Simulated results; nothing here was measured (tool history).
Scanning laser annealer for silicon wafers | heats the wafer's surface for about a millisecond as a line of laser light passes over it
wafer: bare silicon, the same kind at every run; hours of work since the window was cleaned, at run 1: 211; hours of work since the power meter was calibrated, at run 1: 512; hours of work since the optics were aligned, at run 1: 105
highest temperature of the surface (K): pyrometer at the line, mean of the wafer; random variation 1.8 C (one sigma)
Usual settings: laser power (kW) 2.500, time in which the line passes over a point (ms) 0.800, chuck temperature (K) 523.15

run	day	laser power (kW)	time in which the line passes over a point (ms)	chuck temperature (K)	hours of work since the window was cleaned	hours of work since the power meter was calibrated	hours of work since the optics were aligned	highest temperature of the surface (K)
1	0.000	2.500	0.800	523.15	211	512	105	1284.15
2	2.208	2.500	0.800	523.15	236	537	130	1282.15
3	4.104	2.500	0.800	523.15	257	558	151	1277.15
4	7.171	2.500	0.800	523.15	292	593	186	1277.15
5	9.746	2.500	0.800	523.15	321	622	215	1273.15
6	11.225	2.500	0.800	523.15	337	638	231	1266.15
7	13.438	2.500	0.800	523.15	362	663	256	1265.15
8	15.117	2.500	0.800	523.15	381	682	275	1264.15
9	17.450	2.500	0.800	523.15	408	709	302	1260.15
10	18.821	2.134	0.800	523.15	423	724	317	1129.15
11	21.092	2.134	0.800	523.15	449	750	343	1124.15
12	23.500	2.134	0.800	523.15	476	777	370	1123.15
# day 24.558: window over the wafer cleaned
13	25.654	2.134	0.800	523.15	12	800	393	1159.15
14	28.979	2.500	0.606	558.15	50	838	431	1226.15
15	30.708	2.177	0.872	530.15	69	857	450	1204.15
16	32.112	2.177	0.872	530.15	85	873	466	1203.15
17	34.979	2.642	0.638	535.15	118	905	498	1269.15
18	37.100	2.192	0.800	523.15	141	929	522	1171.15
19	39.392	2.383	0.800	543.15	167	955	548	1258.15
20	42.471	2.383	0.800	543.15	202	990	583	1254.15
21	45.588	2.383	0.800	543.15	237	1025	618	1247.15
22	48.692	2.500	0.631	554.15	272	1060	653	1217.15
23	50.179	2.500	0.634	523.15	289	1077	670	1188.15
24	52.183	2.500	0.634	507.15	311	1099	692	1172.15
25	53.825	2.500	0.634	507.15	330	1118	711	1167.15

4 ways to go on from here, each from the tool as it stands after run 25. What would each give?
A	55.554	2.422	0.670	507.15	349	1137	730	?
B	55.554	2.585	0.634	545.15	349	1137	730	?
C	55.554	2.500	0.742	507.15	349	1137	730	?
D	55.554	2.500	0.839	540.15	349	1137	730	?

run	highest temperature of the surface (K)
A	1156.15
B	1230.15
C	1219.15
D	1290.15
Without the tool's hidden state the same runs would have given:
run	highest temperature of the surface (K)
A	1201.15
B	1277.15
C	1268.15
D	1342.15

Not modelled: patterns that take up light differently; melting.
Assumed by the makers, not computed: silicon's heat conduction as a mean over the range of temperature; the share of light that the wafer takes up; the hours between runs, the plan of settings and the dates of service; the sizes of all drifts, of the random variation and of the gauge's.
